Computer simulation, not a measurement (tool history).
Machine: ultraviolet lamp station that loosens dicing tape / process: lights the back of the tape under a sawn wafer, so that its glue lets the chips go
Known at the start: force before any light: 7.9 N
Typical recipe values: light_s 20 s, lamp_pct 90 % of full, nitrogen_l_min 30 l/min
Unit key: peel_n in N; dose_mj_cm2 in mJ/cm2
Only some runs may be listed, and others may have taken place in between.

{"run": 1, "day": 0.0, "light_s": 20, "lamp_pct": 90, "nitrogen_l_min": 30, "peel_n": 0.888, "dose_mj_cm2": 369}
{"day": 0.3, "done": "window cleaned of glue's vapour"}
{"run": 2, "day": 2.708, "light_s": 20, "lamp_pct": 90, "nitrogen_l_min": 30, "peel_n": 0.939, "dose_mj_cm2": 350}
{"run": 3, "day": 6.762, "light_s": 20, "lamp_pct": 61, "nitrogen_l_min": 30, "peel_n": 1.822, "dose_mj_cm2": 234}
{"run": 4, "day": 10.908, "light_s": 20, "lamp_pct": 90, "nitrogen_l_min": 30, "peel_n": 1.024, "dose_mj_cm2": 338}
{"run": 5, "day": 12.854, "light_s": 20, "lamp_pct": 90, "nitrogen_l_min": 30, "peel_n": 1.053, "dose_mj_cm2": 335}
{"run": 6, "day": 15.875, "light_s": 20, "lamp_pct": 63, "nitrogen_l_min": 30, "peel_n": 1.832, "dose_mj_cm2": 226}
{"day": 16.221, "done": "window cleaned of glue's vapour, once more"}
{"run": 7, "day": 18.121, "light_s": 20, "lamp_pct": 90, "nitrogen_l_min": 46, "peel_n": 0.672, "dose_mj_cm2": 371}
{"run": 8, "day": 21.688, "light_s": 20, "lamp_pct": 78, "nitrogen_l_min": 30, "peel_n": 1.119, "dose_mj_cm2": 312}
{"run": 9, "day": 25.338, "light_s": 20, "lamp_pct": 78, "nitrogen_l_min": 30, "peel_n": 1.202, "dose_mj_cm2": 311}
{"run": 10, "day": 28.871, "light_s": 20, "lamp_pct": 78, "nitrogen_l_min": 30, "peel_n": 1.159, "dose_mj_cm2": 301}
{"run": 11, "day": 32.5, "light_s": 20, "lamp_pct": 78, "nitrogen_l_min": 30, "peel_n": 1.277, "dose_mj_cm2": 297}
{"run": 12, "day": 34.388, "light_s": 20, "lamp_pct": 78, "nitrogen_l_min": 30, "peel_n": 1.278, "dose_mj_cm2": 296}
{"day": 35.671, "done": "window cleaned of glue's vapour"}
{"run": 13, "day": 37.562, "light_s": 20, "lamp_pct": 78, "nitrogen_l_min": 30, "peel_n": 1.202, "dose_mj_cm2": 296}
{"run": 14, "day": 39.712, "light_s": 20, "lamp_pct": 78, "nitrogen_l_min": 30, "peel_n": 1.258, "dose_mj_cm2": 302}
{"run": 15, "day": 41.608, "light_s": 19, "lamp_pct": 90, "nitrogen_l_min": 30, "peel_n": 1.074, "dose_mj_cm2": 325}
{"run": 16, "day": 44.683, "light_s": 19, "lamp_pct": 90, "nitrogen_l_min": 30, "peel_n": 1.108, "dose_mj_cm2": 325}
{"run": 17, "day": 46.425, "light_s": 19, "lamp_pct": 90, "nitrogen_l_min": 30, "peel_n": 1.135, "dose_mj_cm2": 314}
{"run": 18, "day": 49.079, "light_s": 19, "lamp_pct": 90, "nitrogen_l_min": 30, "peel_n": 1.163, "dose_mj_cm2": 311}
{"run": 19, "day": 51.571, "light_s": 20, "lamp_pct": 90, "nitrogen_l_min": 30, "peel_n": 1.138, "dose_mj_cm2": 324}
{"day": 55.321, "done": "window cleaned of glue's vapour"}
{"run": 20, "day": 55.638, "light_s": 17, "lamp_pct": 90, "nitrogen_l_min": 30, "peel_n": 1.372, "dose_mj_cm2": 287}
{"run": 21, "day": 57.575, "light_s": 37, "lamp_pct": 90, "nitrogen_l_min": 30, "peel_n": 0.361, "dose_mj_cm2": 613}
{"run": 22, "day": 60.346, "light_s": 20, "lamp_pct": 90, "nitrogen_l_min": 10, "peel_n": 1.944, "dose_mj_cm2": 326}
{"run": 23, "day": 64.154, "light_s": 20, "lamp_pct": 90, "nitrogen_l_min": 10, "peel_n": 1.978, "dose_mj_cm2": 316}
{"day": 67.083, "done": "lamp changed"}
{"run": 24, "day": 67.129, "light_s": 20, "lamp_pct": 90, "nitrogen_l_min": 10, "peel_n": 1.447, "dose_mj_cm2": 393}
{"run": 25, "day": 68.838, "light_s": 20, "lamp_pct": 90, "nitrogen_l_min": 10, "peel_n": 1.441, "dose_mj_cm2": 391}
{"run": 26, "day": 70.612, "light_s": 35, "lamp_pct": 80, "nitrogen_l_min": 20, "peel_n": 0.47, "dose_mj_cm2": 597}
{"run": 27, "day": 72.629, "light_s": 12, "lamp_pct": 80, "nitrogen_l_min": 32, "peel_n": 2.145, "dose_mj_cm2": 203}
{"run": 28, "day": 74.342, "light_s": 12, "lamp_pct": 90, "nitrogen_l_min": 22, "peel_n": 2.194, "dose_mj_cm2": 229}
{"day": 74.858, "done": "window cleaned of glue's vapour"}
{"run": 29, "day": 78.204, "light_s": 20, "lamp_pct": 90, "nitrogen_l_min": 10, "peel_n": 1.476, "dose_mj_cm2": 388}
{"run": 30, "day": 80.083, "light_s": 38, "lamp_pct": 87, "nitrogen_l_min": 10, "peel_n": 0.523, "dose_mj_cm2": 712}
{"run": 31, "day": 83.3, "light_s": 20, "lamp_pct": 67, "nitrogen_l_min": 34, "peel_n": 1.324, "dose_mj_cm2": 284}
{"run": 32, "day": 85.167, "light_s": 18, "lamp_pct": 87, "nitrogen_l_min": 34, "peel_n": 1.043, "dose_mj_cm2": 334}
{"run": 33, "day": 86.962, "light_s": 39, "lamp_pct": 60, "nitrogen_l_min": 34, "peel_n": 0.472, "dose_mj_cm2": 489}
{"run": 34, "day": 90.425, "light_s": 17, "lamp_pct": 90, "nitrogen_l_min": 30, "peel_n": 1.142, "dose_mj_cm2": 312}
{"run": 35, "day": 92.842, "light_s": 35, "lamp_pct": 73, "nitrogen_l_min": 50, "peel_n": 0.386, "dose_mj_cm2": 520}
{"day": 94.35, "done": "window cleaned of glue's vapour"}
{"run": 36, "day": 96.233, "light_s": 10, "lamp_pct": 82, "nitrogen_l_min": 47, "peel_n": 2.409, "dose_mj_cm2": 170}
{"run": 37, "day": 97.958, "light_s": 18, "lamp_pct": 99, "nitrogen_l_min": 25, "peel_n": 0.971, "dose_mj_cm2": 368}
{"run": 38, "day": 101.925, "light_s": 18, "lamp_pct": 99, "nitrogen_l_min": 25, "peel_n": 1.001, "dose_mj_cm2": 362}
{"run": 39, "day": 105.579, "light_s": 18, "lamp_pct": 99, "nitrogen_l_min": 25, "peel_n": 1.072, "dose_mj_cm2": 355}
{"run": 40, "day": 109.408, "light_s": 20, "lamp_pct": 91, "nitrogen_l_min": 33, "peel_n": 0.912, "dose_mj_cm2": 353}
{"run": 41, "day": 113.171, "light_s": 20, "lamp_pct": 91, "nitrogen_l_min": 33, "peel_n": 0.935, "dose_mj_cm2": 343}
{"day": 113.8, "done": "window cleaned of glue's vapour"}
{"run": 42, "day": 115.267, "light_s": 20, "lamp_pct": 76, "nitrogen_l_min": 19, "peel_n": 1.581, "dose_mj_cm2": 302}
{"run": 43, "day": 118.558, "light_s": 20, "lamp_pct": 85, "nitrogen_l_min": 19, "peel_n": 1.318, "dose_mj_cm2": 335}

For each run, the measured value with the value that run would have given without the tool's hidden condition subtracted. The run-to-run variation is shared by both, the gauge scatter possibly not:
The hidden state here: lamp's light, % of a new lamp's; light that the window lets through, % of a clean one's; drift of the gauge itself on peel_n, %; drift of the gauge itself on dose_mj_cm2, %.
run=1 peel_n=+0.155 dose_mj_cm2=-41
run=2 peel_n=+0.222 dose_mj_cm2=-57
run=3 peel_n=+0.401 dose_mj_cm2=-43
run=4 peel_n=+0.301 dose_mj_cm2=-72
run=5 peel_n=+0.321 dose_mj_cm2=-75
run=6 peel_n=+0.507 dose_mj_cm2=-57
run=7 peel_n=+0.122 dose_mj_cm2=-42
run=8 peel_n=+0.219 dose_mj_cm2=-41
run=9 peel_n=+0.263 dose_mj_cm2=-48
run=10 peel_n=+0.280 dose_mj_cm2=-53
run=11 peel_n=+0.342 dose_mj_cm2=-59
run=12 peel_n=+0.353 dose_mj_cm2=-62
run=13 peel_n=+0.294 dose_mj_cm2=-53
run=14 peel_n=+0.326 dose_mj_cm2=-57
run=15 peel_n=+0.302 dose_mj_cm2=-65
run=16 peel_n=+0.332 dose_mj_cm2=-71
run=17 peel_n=+0.353 dose_mj_cm2=-75
run=18 peel_n=+0.383 dose_mj_cm2=-79
run=19 peel_n=+0.391 dose_mj_cm2=-87
run=20 peel_n=+0.410 dose_mj_cm2=-67
run=21 peel_n=+0.080 dose_mj_cm2=-151
run=22 peel_n=+0.566 dose_mj_cm2=-87
run=23 peel_n=+0.612 dose_mj_cm2=-93
run=24 peel_n=+0.111 dose_mj_cm2=-20
run=25 peel_n=+0.130 dose_mj_cm2=-24
run=26 peel_n=+0.051 dose_mj_cm2=-43
run=27 peel_n=+0.207 dose_mj_cm2=-17
run=28 peel_n=+0.233 dose_mj_cm2=-21
run=29 peel_n=+0.105 dose_mj_cm2=-19
run=30 peel_n=+0.050 dose_mj_cm2=-42
run=31 peel_n=+0.150 dose_mj_cm2=-22
run=32 peel_n=+0.142 dose_mj_cm2=-28
run=33 peel_n=+0.068 dose_mj_cm2=-46
run=34 peel_n=+0.198 dose_mj_cm2=-36
run=35 peel_n=+0.058 dose_mj_cm2=-67
run=36 peel_n=+0.265 dose_mj_cm2=-17
run=37 peel_n=+0.166 dose_mj_cm2=-41
run=38 peel_n=+0.200 dose_mj_cm2=-48
run=39 peel_n=+0.243 dose_mj_cm2=-55
run=40 peel_n=+0.238 dose_mj_cm2=-63
run=41 peel_n=+0.268 dose_mj_cm2=-70
run=42 peel_n=+0.312 dose_mj_cm2=-46
run=43 peel_n=+0.306 dose_mj_cm2=-57
